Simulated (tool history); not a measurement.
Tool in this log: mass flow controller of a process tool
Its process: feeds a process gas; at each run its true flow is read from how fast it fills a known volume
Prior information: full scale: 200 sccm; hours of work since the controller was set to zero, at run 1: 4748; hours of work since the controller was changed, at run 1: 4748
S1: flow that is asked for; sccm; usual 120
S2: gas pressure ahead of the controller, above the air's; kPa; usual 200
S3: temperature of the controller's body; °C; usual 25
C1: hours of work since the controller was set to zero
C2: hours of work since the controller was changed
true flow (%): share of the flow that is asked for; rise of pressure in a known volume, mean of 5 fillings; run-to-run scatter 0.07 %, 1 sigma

run 1 hour=0.0 | S1=120 S2=200 S3=25 | C1=4748 C2=4748 | true_flow_(%)=96.54
run 2 hour=103.2 | S1=120 S2=200 S3=25 | C1=4783 C2=4783 | true_flow_(%)=96.49
run 3 hour=193.2 | S1=120 S2=200 S3=25 | C1=4813 C2=4813 | true_flow_(%)=96.55
run 4 hour=351.3 | S1=120 S2=200 S3=25 | C1=4865 C2=4865 | true_flow_(%)=96.55
run 5 hour=458.0 | S1=120 S2=200 S3=25 | C1=4901 C2=4901 | true_flow_(%)=96.41
run 6 hour=610.7 | S1=120 S2=200 S3=25 | C1=4952 C2=4952 | true_flow_(%)=96.34
run 7 hour=778.0 | S1=120 S2=200 S3=25 | C1=5008 C2=5008 | true_flow_(%)=96.47
run 8 hour=886.9 | S1=120 S2=200 S3=25 | C1=5044 C2=5044 | true_flow_(%)=96.31
run 9 hour=967.9 | S1=26 S2=200 S3=35 | C1=5071 C2=5071 | true_flow_(%)=98.86
-- hour=983.0 controller's zero set anew
run 10 hour=1088.9 | S1=47 S2=234 S3=27 | C1=35 C2=5111 | true_flow_(%)=99.10
run 11 hour=1211.0 | S1=120 S2=200 S3=30 | C1=76 C2=5152 | true_flow_(%)=96.67
run 12 hour=1353.6 | S1=61 S2=189 S3=23 | C1=124 C2=5199 | true_flow_(%)=98.59
-- hour=1418.1 controller's zero set anew, once more
run 13 hour=1484.4 | S1=121 S2=141 S3=33 | C1=22 C2=5243 | true_flow_(%)=94.85
run 14 hour=1612.2 | S1=183 S2=197 S3=31 | C1=65 C2=5286 | true_flow_(%)=95.37
-- hour=1718.2 controller exchanged for a calibrated one
run 15 hour=1752.0 | S1=183 S2=197 S3=31 | C1=11 C2=11 | true_flow_(%)=99.19

Each row is a separate what-if for the run after 15, all from the same tool condition, not one after another. Results?
run A hour=1849.0 | S1=20 S2=197 S3=37 | C1=44 C2=44 | true_flow_(%)=?
run B hour=1849.0 | S1=120 S2=190 S3=25 | C1=44 C2=44 | true_flow_(%)=?
run C hour=1849.0 | S1=120 S2=207 S3=20 | C1=44 C2=44 | true_flow_(%)=?
run D hour=1849.0 | S1=120 S2=200 S3=28 | C1=44 C2=44 | true_flow_(%)=?
run E hour=1849.0 | S1=23 S2=273 S3=31 | C1=44 C2=44 | true_flow_(%)=?

run=A true_flow_(%)=96.93
run=B true_flow_(%)=98.96
run=C true_flow_(%)=99.13
run=D true_flow_(%)=98.67
run=E true_flow_(%)=97.06
Had the tool no hidden state, the same runs would have come out as:
run=A true_flow_(%)=96.59
run=B true_flow_(%)=99.08
run=C true_flow_(%)=99.26
run=D true_flow_(%)=98.80
run=E true_flow_(%)=96.79
